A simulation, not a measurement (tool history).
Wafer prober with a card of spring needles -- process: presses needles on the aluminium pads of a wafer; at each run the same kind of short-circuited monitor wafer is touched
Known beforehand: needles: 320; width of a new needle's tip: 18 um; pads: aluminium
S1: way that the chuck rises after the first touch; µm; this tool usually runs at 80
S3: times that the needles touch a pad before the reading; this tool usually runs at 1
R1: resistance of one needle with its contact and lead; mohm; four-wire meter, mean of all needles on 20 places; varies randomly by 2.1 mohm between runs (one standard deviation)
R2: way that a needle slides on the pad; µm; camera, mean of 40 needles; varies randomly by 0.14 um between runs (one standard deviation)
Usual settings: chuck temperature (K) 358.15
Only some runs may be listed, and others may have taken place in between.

run 1 hour=0.0 | S1=80 chuck_temperature_(K)=358.15 S3=1 | R1=256 R2=15.91
-- hour=15.8 tips cleaned on abrasive film
-- hour=33.1 tips cleaned on abrasive film
run 2 hour=43.6 | S1=80 chuck_temperature_(K)=298.15 S3=1 | R1=273 R2=16.01
-- hour=49.8 tips cleaned on abrasive film
-- hour=68.0 tips cleaned on abrasive film
run 3 hour=77.7 | S1=80 chuck_temperature_(K)=298.15 S3=1 | R1=260 R2=15.80
-- hour=88.2 tips cleaned on abrasive film
-- hour=104.7 tips cleaned on abrasive film
run 4 hour=104.7 | S1=80 chuck_temperature_(K)=298.15 S3=1 | R1=222 R2=15.87
-- hour=122.6 tips cleaned on abrasive film
-- hour=141.2 tips cleaned on abrasive film
run 5 hour=146.4 | S1=80 chuck_temperature_(K)=358.15 S3=1 | R1=264 R2=15.75
-- hour=160.5 tips cleaned on abrasive film
-- hour=177.2 tips cleaned on abrasive film
run 6 hour=178.0 | S1=80 chuck_temperature_(K)=358.15 S3=2 | R1=242 R2=15.65
-- hour=194.0 tips cleaned on abrasive film
run 7 hour=203.2 | S1=80 chuck_temperature_(K)=358.15 S3=2 | R1=258 R2=15.97
-- hour=213.3 tips cleaned on abrasive film
-- hour=230.3 tips cleaned on abrasive film
run 8 hour=237.5 | S1=80 chuck_temperature_(K)=358.15 S3=2 | R1=249 R2=15.53
-- hour=248.7 tips cleaned on abrasive film
-- hour=266.8 tips cleaned on abrasive film
run 9 hour=268.9 | S1=77 chuck_temperature_(K)=358.15 S3=2 | R1=244 R2=15.18
-- hour=285.2 tips cleaned on abrasive film
-- hour=303.8 tips cleaned on abrasive film
run 10 hour=313.0 | S1=77 chuck_temperature_(K)=358.15 S3=2 | R1=262 R2=15.22
-- hour=323.5 tips cleaned on abrasive film
-- hour=342.4 tips cleaned on abrasive film
-- hour=358.9 tips cleaned on abrasive film
run 11 hour=358.9 | S1=80 chuck_temperature_(K)=309.15 S3=2 | R1=221 R2=15.36
-- hour=377.8 tips cleaned on abrasive film
-- hour=395.5 tips cleaned on abrasive film
run 12 hour=395.5 | S1=61 chuck_temperature_(K)=324.15 S3=1 | R1=242 R2=11.70
-- hour=412.9 tips cleaned on abrasive film
run 13 hour=426.2 | S1=61 chuck_temperature_(K)=324.15 S3=1 | R1=326 R2=11.59
-- hour=429.5 tips cleaned on abrasive film
-- hour=446.6 tips cleaned on abrasive film
run 14 hour=455.4 | S1=77 chuck_temperature_(K)=324.15 S3=1 | R1=266 R2=14.73
-- hour=465.4 tips cleaned on abrasive film
run 15 hour=474.2 | S1=98 chuck_temperature_(K)=324.15 S3=2 | R1=237 R2=19.13
-- hour=484.1 tips cleaned on abrasive film
-- hour=500.9 tips cleaned on abrasive film
run 16 hour=510.0 | S1=81 chuck_temperature_(K)=369.15 S3=2 | R1=259 R2=15.49
-- hour=519.0 tips cleaned on abrasive film
run 17 hour=532.2 | S1=81 chuck_temperature_(K)=369.15 S3=2 | R1=270 R2=15.32
-- hour=536.1 tips cleaned on abrasive film
-- hour=554.4 tips cleaned on abrasive film
-- hour=574.6 tips cleaned on abrasive film
run 18 hour=574.6 | S1=80 chuck_temperature_(K)=358.15 S3=1 | R1=242 R2=15.31

Forecast each of these 3 alternatives for the next run:
-- hour=593.0 tips cleaned on abrasive film
run A hour=608.5 | S1=96 chuck_temperature_(K)=395.15 S3=2 | R1=? R2=?
-- hour=593.0 tips cleaned on abrasive film
run B hour=608.5 | S1=84 chuck_temperature_(K)=314.15 S3=3 | R1=? R2=?
-- hour=593.0 tips cleaned on abrasive film
run C hour=608.5 | S1=95 chuck_temperature_(K)=358.15 S3=2 | R1=? R2=?

run=A R1=266 R2=18.29
run=B R1=244 R2=16.12
run=C R1=258 R2=18.18
Take away the tool's hidden state, keep each run's random variation, and the runs would have read:
run=A R1=240 R2=19.11
run=B R1=220 R2=16.96
run=C R1=230 R2=19.01

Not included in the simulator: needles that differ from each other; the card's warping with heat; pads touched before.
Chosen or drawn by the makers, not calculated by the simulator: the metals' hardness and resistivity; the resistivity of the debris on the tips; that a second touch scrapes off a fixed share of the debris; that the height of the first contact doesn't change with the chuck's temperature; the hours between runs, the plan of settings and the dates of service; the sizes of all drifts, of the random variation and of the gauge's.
